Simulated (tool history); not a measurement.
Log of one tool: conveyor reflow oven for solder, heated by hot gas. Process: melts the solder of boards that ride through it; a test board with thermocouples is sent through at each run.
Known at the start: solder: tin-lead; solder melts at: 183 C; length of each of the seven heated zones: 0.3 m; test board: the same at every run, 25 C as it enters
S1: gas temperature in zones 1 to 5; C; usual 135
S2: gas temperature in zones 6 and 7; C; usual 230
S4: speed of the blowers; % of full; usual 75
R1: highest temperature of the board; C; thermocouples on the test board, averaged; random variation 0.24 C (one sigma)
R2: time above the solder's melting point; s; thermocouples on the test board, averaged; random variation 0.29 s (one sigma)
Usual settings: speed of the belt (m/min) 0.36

{"run": 1, "day": 0.0, "S1": 135, "S2": 230, "speed of the belt (m/min)": 0.36, "S4": 75, "R1": 210.7, "R2": 65.5}
{"run": 2, "day": 0.429, "S1": 135, "S2": 230, "speed of the belt (m/min)": 0.36, "S4": 75, "R1": 210.4, "R2": 66}
{"run": 3, "day": 0.762, "S1": 135, "S2": 230, "speed of the belt (m/min)": 0.36, "S4": 75, "R1": 210.6, "R2": 65.9}
{"run": 4, "day": 1.171, "S1": 135, "S2": 230, "speed of the belt (m/min)": 0.36, "S4": 75, "R1": 210.1, "R2": 65.9}
{"run": 5, "day": 1.608, "S1": 135, "S2": 230, "speed of the belt (m/min)": 0.426, "S4": 75, "R1": 204.3, "R2": 46.5}
{"run": 6, "day": 2.088, "S1": 135, "S2": 230, "speed of the belt (m/min)": 0.36, "S4": 75, "R1": 210.6, "R2": 65.8}
{"run": 7, "day": 2.471, "S1": 135, "S2": 230, "speed of the belt (m/min)": 0.36, "S4": 75, "R1": 210.4, "R2": 65.4}
{"day": 2.958, "done": "flux residue cleaned out of gas plates and filters"}
{"run": 8, "day": 2.958, "S1": 135, "S2": 230, "speed of the belt (m/min)": 0.36, "S4": 75, "R1": 213.1, "R2": 70}
{"run": 9, "day": 3.25, "S1": 135, "S2": 230, "speed of the belt (m/min)": 0.36, "S4": 75, "R1": 213.1, "R2": 70.6}
{"run": 10, "day": 3.596, "S1": 135, "S2": 230, "speed of the belt (m/min)": 0.341, "S4": 75, "R1": 214.8, "R2": 76.3}
{"day": 3.808, "done": "belt drive overhauled, speed set with a stopwatch"}
{"run": 11, "day": 4.062, "S1": 135, "S2": 230, "speed of the belt (m/min)": 0.36, "S4": 75, "R1": 213.7, "R2": 70.4}
{"run": 12, "day": 4.438, "S1": 135, "S2": 230, "speed of the belt (m/min)": 0.36, "S4": 75, "R1": 213.1, "R2": 70.3}
{"run": 13, "day": 4.888, "S1": 135, "S2": 230, "speed of the belt (m/min)": 0.36, "S4": 75, "R1": 213, "R2": 70}
{"run": 14, "day": 5.25, "S1": 135, "S2": 230, "speed of the belt (m/min)": 0.36, "S4": 75, "R1": 213.4, "R2": 70.3}
{"run": 15, "day": 5.688, "S1": 135, "S2": 230, "speed of the belt (m/min)": 0.36, "S4": 75, "R1": 213, "R2": 69.5}
{"run": 16, "day": 6.125, "S1": 143, "S2": 230, "speed of the belt (m/min)": 0.36, "S4": 75, "R1": 214.2, "R2": 75.4}
{"day": 6.321, "done": "belt drive overhauled, speed set with a stopwatch, once more"}
{"run": 17, "day": 6.658, "S1": 143, "S2": 230, "speed of the belt (m/min)": 0.36, "S4": 75, "R1": 213.6, "R2": 73.9}
{"run": 18, "day": 7.138, "S1": 136, "S2": 225, "speed of the belt (m/min)": 0.311, "S4": 69, "R1": 211.2, "R2": 79.6}
{"run": 19, "day": 7.429, "S1": 130, "S2": 230, "speed of the belt (m/min)": 0.419, "S4": 75, "R1": 206.6, "R2": 48.4}
{"run": 20, "day": 7.883, "S1": 146, "S2": 243, "speed of the belt (m/min)": 0.383, "S4": 61, "R1": 219.9, "R2": 74.6}
{"run": 21, "day": 8.112, "S1": 135, "S2": 223, "speed of the belt (m/min)": 0.304, "S4": 51, "R1": 206, "R2": 71.5}
{"run": 22, "day": 8.379, "S1": 125, "S2": 243, "speed of the belt (m/min)": 0.356, "S4": 63, "R1": 218.9, "R2": 70.6}
{"run": 23, "day": 8.696, "S1": 125, "S2": 243, "speed of the belt (m/min)": 0.356, "S4": 63, "R1": 218.9, "R2": 70.7}
{"run": 24, "day": 8.954, "S1": 145, "S2": 230, "speed of the belt (m/min)": 0.36, "S4": 75, "R1": 213.7, "R2": 74}
{"run": 25, "day": 9.408, "S1": 121, "S2": 223, "speed of the belt (m/min)": 0.381, "S4": 66, "R1": 199.5, "R2": 40.5}
{"run": 26, "day": 9.9, "S1": 121, "S2": 223, "speed of the belt (m/min)": 0.381, "S4": 66, "R1": 199.9, "R2": 39.9}
{"run": 27, "day": 10.138, "S1": 134, "S2": 230, "speed of the belt (m/min)": 0.36, "S4": 75, "R1": 211.7, "R2": 66.7}
{"run": 28, "day": 10.462, "S1": 134, "S2": 243, "speed of the belt (m/min)": 0.353, "S4": 75, "R1": 223.2, "R2": 80.3}
{"run": 29, "day": 10.692, "S1": 134, "S2": 243, "speed of the belt (m/min)": 0.353, "S4": 75, "R1": 223.6, "R2": 79.8}

5 ways to go on from here, each from the tool as it stands after run 29. What would each give?
{"run": "A", "day": 11.121, "S1": 135, "S2": 230, "speed of the belt (m/min)": 0.345, "S4": 75, "R1": "?", "R2": "?"}
{"run": "B", "day": 11.121, "S1": 135, "S2": 235, "speed of the belt (m/min)": 0.346, "S4": 60, "R1": "?", "R2": "?"}
{"run": "C", "day": 11.121, "S1": 133, "S2": 219, "speed of the belt (m/min)": 0.353, "S4": 73, "R1": "?", "R2": "?"}
{"run": "D", "day": 11.121, "S1": 135, "S2": 241, "speed of the belt (m/min)": 0.36, "S4": 75, "R1": "?", "R2": "?"}
{"run": "E", "day": 11.121, "S1": 145, "S2": 230, "speed of the belt (m/min)": 0.36, "S4": 75, "R1": "?", "R2": "?"}

run=A R1=213.4 R2=72.1
run=B R1=214.1 R2=71.5
run=C R1=202.1 R2=55
run=D R1=220.7 R2=76.6
run=E R1=213.5 R2=74.5
Without the tool's hidden state the same runs would have given:
run=A R1=215.9 R2=75.4
run=B R1=216.6 R2=74.7
run=C R1=204.6 R2=59.5
run=D R1=223.4 R2=79.3
run=E R1=216 R2=77.5

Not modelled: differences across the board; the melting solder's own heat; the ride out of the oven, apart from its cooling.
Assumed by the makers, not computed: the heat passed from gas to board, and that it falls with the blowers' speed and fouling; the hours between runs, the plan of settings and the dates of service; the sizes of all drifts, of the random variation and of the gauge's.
